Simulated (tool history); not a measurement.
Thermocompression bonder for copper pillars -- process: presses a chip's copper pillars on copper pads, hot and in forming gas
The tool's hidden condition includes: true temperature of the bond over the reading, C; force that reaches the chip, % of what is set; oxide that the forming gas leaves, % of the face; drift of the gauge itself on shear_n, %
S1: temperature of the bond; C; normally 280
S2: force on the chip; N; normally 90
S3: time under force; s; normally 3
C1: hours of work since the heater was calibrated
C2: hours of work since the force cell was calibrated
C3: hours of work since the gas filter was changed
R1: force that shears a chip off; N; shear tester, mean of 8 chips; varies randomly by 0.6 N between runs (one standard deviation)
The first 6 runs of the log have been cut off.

run 7 hour=69.6 | S1=280 S2=90 S3=3 | C1=45 C2=351 C3=154 | R1=57.2
run 8 hour=83.6 | S1=258 S2=90 S3=3 | C1=54 C2=360 C3=163 | R1=45.8
run 9 hour=91.1 | S1=258 S2=90 S3=3 | C1=59 C2=365 C3=168 | R1=45.1
run 10 hour=106.6 | S1=297 S2=90 S3=3 | C1=69 C2=375 C3=178 | R1=64.6
run 11 hour=115.0 | S1=297 S2=90 S3=3 | C1=74 C2=380 C3=183 | R1=65.1
run 12 hour=123.0 | S1=280 S2=90 S3=2 | C1=79 C2=385 C3=188 | R1=50.2
run 13 hour=132.6 | S1=280 S2=90 S3=5 | C1=85 C2=391 C3=194 | R1=65.6
run 14 hour=140.9 | S1=271 S2=90 S3=3 | C1=91 C2=397 C3=199 | R1=52.2
run 15 hour=150.3 | S1=271 S2=90 S3=3 | C1=97 C2=402 C3=205 | R1=52.3
run 16 hour=162.0 | S1=271 S2=90 S3=3 | C1=104 C2=410 C3=213 | R1=51.6
-- hour=164.9 force cell calibrated
run 17 hour=178.2 | S1=271 S2=90 S3=3 | C1=113 C2=8 C3=222 | R1=51.3
run 18 hour=189.7 | S1=293 S2=88 S3=4 | C1=121 C2=16 C3=229 | R1=65.5
run 19 hour=198.5 | S1=293 S2=88 S3=4 | C1=126 C2=21 C3=235 | R1=65.0
-- hour=203.8 force cell calibrated, once more
run 20 hour=209.3 | S1=268 S2=90 S3=3 | C1=132 C2=3 C3=241 | R1=50.1
run 21 hour=222.4 | S1=268 S2=90 S3=3 | C1=140 C2=12 C3=249 | R1=50.6
run 22 hour=235.3 | S1=292 S2=90 S3=2 | C1=149 C2=20 C3=257 | R1=54.5
run 23 hour=246.4 | S1=279 S2=90 S3=3 | C1=156 C2=27 C3=264 | R1=55.6
-- hour=258.5 forming gas filter changed
run 24 hour=261.0 | S1=254 S2=92 S3=2 | C1=165 C2=36 C3=2 | R1=42.2
run 25 hour=270.4 | S1=261 S2=87 S3=8 | C1=171 C2=42 C3=8 | R1=67.0
run 26 hour=278.1 | S1=261 S2=87 S3=8 | C1=175 C2=47 C3=12 | R1=69.0
run 27 hour=285.8 | S1=272 S2=61 S3=2 | C1=180 C2=52 C3=17 | R1=33.9
run 28 hour=294.4 | S1=272 S2=61 S3=2 | C1=186 C2=57 C3=23 | R1=34.1
run 29 hour=301.0 | S1=284 S2=102 S3=5 | C1=190 C2=61 C3=27 | R1=79.1
run 30 hour=312.0 | S1=254 S2=90 S3=4 | C1=197 C2=68 C3=34 | R1=52.0

Below are 4 alternative next runs, each starting from the tool's condition after run 30. Predict each:
run A hour=320.9 | S1=264 S2=90 S3=4 | C1=203 C2=74 C3=40 | R1=?
run B hour=320.9 | S1=280 S2=69 S3=3 | C1=203 C2=74 C3=40 | R1=?
run C hour=320.9 | S1=297 S2=81 S3=3 | C1=203 C2=74 C3=40 | R1=?
run D hour=320.9 | S1=310 S2=78 S3=2 | C1=203 C2=74 C3=40 | R1=?

run=A R1=58.0
run=B R1=49.2
run=C R1=66.0
run=D R1=63.1
Had the tool no hidden state, the same runs would have come out as:
run=A R1=57.5
run=B R1=48.7
run=C R1=65.7
run=D R1=62.9

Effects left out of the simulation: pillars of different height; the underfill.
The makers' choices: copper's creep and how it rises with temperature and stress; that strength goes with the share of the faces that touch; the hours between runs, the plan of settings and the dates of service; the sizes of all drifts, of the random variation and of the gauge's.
